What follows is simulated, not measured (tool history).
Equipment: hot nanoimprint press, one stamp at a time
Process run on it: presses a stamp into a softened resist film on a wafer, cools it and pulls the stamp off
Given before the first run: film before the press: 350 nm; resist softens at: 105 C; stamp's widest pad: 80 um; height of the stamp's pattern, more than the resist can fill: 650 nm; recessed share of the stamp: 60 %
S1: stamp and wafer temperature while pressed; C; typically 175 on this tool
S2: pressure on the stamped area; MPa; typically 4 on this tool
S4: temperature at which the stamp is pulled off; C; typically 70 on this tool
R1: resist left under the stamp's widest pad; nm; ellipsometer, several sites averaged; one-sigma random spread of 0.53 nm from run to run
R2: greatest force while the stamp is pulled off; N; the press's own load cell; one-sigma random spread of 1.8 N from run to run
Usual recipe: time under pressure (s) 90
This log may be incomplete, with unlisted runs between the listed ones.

{"run": 1, "hour": 0.0, "S1": 175, "S2": 4, "time under pressure (s)": 90, "S4": 70, "R1": 196.6, "R2": 142}
{"run": 2, "hour": 73.8, "S1": 175, "S2": 4, "time under pressure (s)": 90, "S4": 70, "R1": 195.5, "R2": 153}
{"run": 3, "hour": 118.8, "S1": 177, "S2": 4, "time under pressure (s)": 90, "S4": 70, "R1": 186.4, "R2": 160}
{"hour": 182.7, "done": "plate thermocouple calibrated"}
{"run": 4, "hour": 208.6, "S1": 175, "S2": 4, "time under pressure (s)": 105, "S4": 70, "R1": 196.3, "R2": 177}
{"hour": 229.2, "done": "stamp cleaned and given a new release coat"}
{"run": 5, "hour": 279.7, "S1": 175, "S2": 4, "time under pressure (s)": 105, "S4": 70, "R1": 196.6, "R2": 152}
{"run": 6, "hour": 365.5, "S1": 175, "S2": 3.01, "time under pressure (s)": 105, "S4": 70, "R1": 219.2, "R2": 162}
{"run": 7, "hour": 423.0, "S1": 175, "S2": 4, "time under pressure (s)": 90, "S4": 70, "R1": 204.6, "R2": 171}
{"hour": 466.2, "done": "stamp cleaned and given a new release coat"}
{"run": 8, "hour": 489.2, "S1": 175, "S2": 4, "time under pressure (s)": 90, "S4": 70, "R1": 203.9, "R2": 149}
{"run": 9, "hour": 561.7, "S1": 175, "S2": 3.98, "time under pressure (s)": 90, "S4": 70, "R1": 203.2, "R2": 164}
{"run": 10, "hour": 612.5, "S1": 175, "S2": 4.81, "time under pressure (s)": 90, "S4": 70, "R1": 187.8, "R2": 164}
{"run": 11, "hour": 673.0, "S1": 175, "S2": 4.81, "time under pressure (s)": 90, "S4": 70, "R1": 186.2, "R2": 176}
{"hour": 705.4, "done": "stamp cleaned and given a new release coat"}
{"run": 12, "hour": 733.2, "S1": 175, "S2": 4, "time under pressure (s)": 90, "S4": 70, "R1": 201.8, "R2": 149}
{"run": 13, "hour": 781.7, "S1": 175, "S2": 4, "time under pressure (s)": 90, "S4": 70, "R1": 202, "R2": 155}
{"run": 14, "hour": 855.5, "S1": 175, "S2": 4, "time under pressure (s)": 90, "S4": 70, "R1": 200.9, "R2": 164}
{"hour": 940.6, "done": "stamp cleaned and given a new release coat"}
{"run": 15, "hour": 953.5, "S1": 175, "S2": 4, "time under pressure (s)": 90, "S4": 70, "R1": 200.4, "R2": 147}
{"hour": 966.2, "done": "press's hydraulic seals changed and the load cell set to zero"}
{"run": 16, "hour": 1021.9, "S1": 175, "S2": 4, "time under pressure (s)": 90, "S4": 70, "R1": 198.2, "R2": 157}
{"run": 17, "hour": 1116.9, "S1": 175, "S2": 4, "time under pressure (s)": 90, "S4": 70, "R1": 197.7, "R2": 166}
{"hour": 1187.5, "done": "stamp cleaned and given a new release coat"}
{"run": 18, "hour": 1193.5, "S1": 175, "S2": 4, "time under pressure (s)": 90, "S4": 70, "R1": 197.7, "R2": 144}
{"run": 19, "hour": 1278.0, "S1": 170, "S2": 3.04, "time under pressure (s)": 147, "S4": 70, "R1": 212.9, "R2": 156}
{"hour": 1326.1, "done": "plate thermocouple calibrated"}
{"run": 20, "hour": 1343.2, "S1": 170, "S2": 5.72, "time under pressure (s)": 147, "S4": 70, "R1": 170, "R2": 168}
{"hour": 1430.8, "done": "stamp cleaned and given a new release coat"}
{"run": 21, "hour": 1442.8, "S1": 175, "S2": 5.62, "time under pressure (s)": 90, "S4": 59, "R1": 177.4, "R2": 173}
{"run": 22, "hour": 1518.3, "S1": 175, "S2": 2.46, "time under pressure (s)": 154, "S4": 70, "R1": 212.6, "R2": 161}
{"run": 23, "hour": 1606.3, "S1": 175, "S2": 4.66, "time under pressure (s)": 154, "S4": 70, "R1": 158.9, "R2": 170}
{"hour": 1666.7, "done": "stamp cleaned and given a new release coat"}
{"run": 24, "hour": 1700.6, "S1": 175, "S2": 3.58, "time under pressure (s)": 162, "S4": 70, "R1": 175.8, "R2": 156}
{"run": 25, "hour": 1793.3, "S1": 171, "S2": 4, "time under pressure (s)": 90, "S4": 62, "R1": 220, "R2": 183}
{"run": 26, "hour": 1856.8, "S1": 166, "S2": 3.02, "time under pressure (s)": 106, "S4": 68, "R1": 257.7, "R2": 178}
{"hour": 1902.7, "done": "stamp cleaned and given a new release coat"}
{"run": 27, "hour": 1925.0, "S1": 166, "S2": 3.02, "time under pressure (s)": 106, "S4": 68, "R1": 257.6, "R2": 156}
{"run": 28, "hour": 1965.6, "S1": 181, "S2": 4, "time under pressure (s)": 71, "S4": 70, "R1": 188.7, "R2": 155}
{"run": 29, "hour": 2047.8, "S1": 181, "S2": 3.55, "time under pressure (s)": 124, "S4": 60, "R1": 165.2, "R2": 186}
{"hour": 2141.3, "done": "stamp cleaned and given a new release coat"}
{"run": 30, "hour": 2151.2, "S1": 181, "S2": 3.55, "time under pressure (s)": 124, "S4": 60, "R1": 164.3, "R2": 166}

Forecast each of these 3 alternatives for the next run:
{"run": "A", "hour": 2211.5, "S1": 181, "S2": 3.55, "time under pressure (s)": 102, "S4": 60, "R1": "?", "R2": "?"}
{"run": "B", "hour": 2211.5, "S1": 181, "S2": 4.03, "time under pressure (s)": 124, "S4": 63, "R1": "?", "R2": "?"}
{"run": "C", "hour": 2211.5, "S1": 176, "S2": 4, "time under pressure (s)": 90, "S4": 70, "R1": "?", "R2": "?"}

run=A R1=175.4 R2=171
run=B R1=153.6 R2=169
run=C R1=194.4 R2=157
Take away the tool's hidden state, keep each run's random variation, and the runs would have read:
run=A R1=181.7 R2=164
run=B R1=159.5 R2=163
run=C R1=201.5 R2=152
